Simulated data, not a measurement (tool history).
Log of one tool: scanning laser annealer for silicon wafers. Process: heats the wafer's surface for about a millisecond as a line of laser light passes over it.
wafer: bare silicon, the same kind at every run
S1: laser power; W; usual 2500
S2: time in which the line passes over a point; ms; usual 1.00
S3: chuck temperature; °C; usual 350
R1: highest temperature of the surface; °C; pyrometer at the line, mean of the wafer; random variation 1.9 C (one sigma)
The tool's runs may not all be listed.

| run | hour | S1 | S2 | S3 | R1 |
|---|---|---|---|---|---|
| 1 | 0.0 | 2500 | 1.00 | 350 | 1124 |
| 2 | 5.6 | 2500 | 1.00 | 350 | 1121 |
| 3 | 12.5 | 2500 | 1.00 | 350 | 1123 |
| 4 | 19.7 | 2500 | 1.00 | 350 | 1122 |
| 5 | 28.9 | 2500 | 1.00 | 350 | 1122 |
| 6 | 40.9 | 2500 | 1.00 | 350 | 1123 |
| 7 | 48.6 | 2500 | 1.00 | 350 | 1119 |
| 8 | 58.4 | 2500 | 1.12 | 350 | 1165 |
| 9 | 68.0 | 2500 | 1.12 | 350 | 1165 |
| 10 | 76.0 | 2500 | 1.00 | 328 | 1097 |
| 11 | 86.2 | 2500 | 1.00 | 328 | 1093 |
| 12 | 95.5 | 2500 | 1.00 | 328 | 1097 |
| 13 | 103.4 | 2500 | 1.00 | 350 | 1118 |
| 14 | 112.0 | 2500 | 1.00 | 350 | 1120 |
| 15 | 117.3 | 2500 | 1.00 | 350 | 1119 |
| 16 | 125.4 | 2500 | 1.10 | 350 | 1150 |
| 17 | 134.4 | 2687 | 1.10 | 350 | 1223 |
| 18 | 139.5 | 2500 | 1.00 | 385 | 1153 |
| 19 | 146.8 | 2500 | 1.00 | 385 | 1151 |
| 20 | 152.5 | 2500 | 1.00 | 385 | 1150 |
|  | 155.4 | window over the wafer cleaned |
| 21 | 166.0 | 2372 | 1.00 | 378 | 1087 |
| 22 | 172.2 | 2372 | 1.00 | 378 | 1090 |
|  | 177.5 | window over the wafer cleaned, once more |
| 23 | 179.7 | 2461 | 0.72 | 350 | 1000 |
| 24 | 185.6 | 2244 | 1.14 | 325 | 1056 |
| 25 | 195.6 | 2128 | 1.00 | 324 | 971 |
| 26 | 206.3 | 2128 | 1.00 | 324 | 971 |
| 27 | 217.3 | 2500 | 1.08 | 350 | 1155 |
| 28 | 223.9 | 2478 | 0.92 | 331 | 1070 |
| 29 | 232.2 | 2478 | 0.92 | 331 | 1063 |
| 30 | 241.1 | 2478 | 0.92 | 331 | 1066 |

Forecast run 31:
| 31 | 249.2 | 2536 | 1.15 | 316 | ? |

{"run 31": {"R1": 1160}}
Without the tool's hidden state the same run would have given R1 1180 °C.
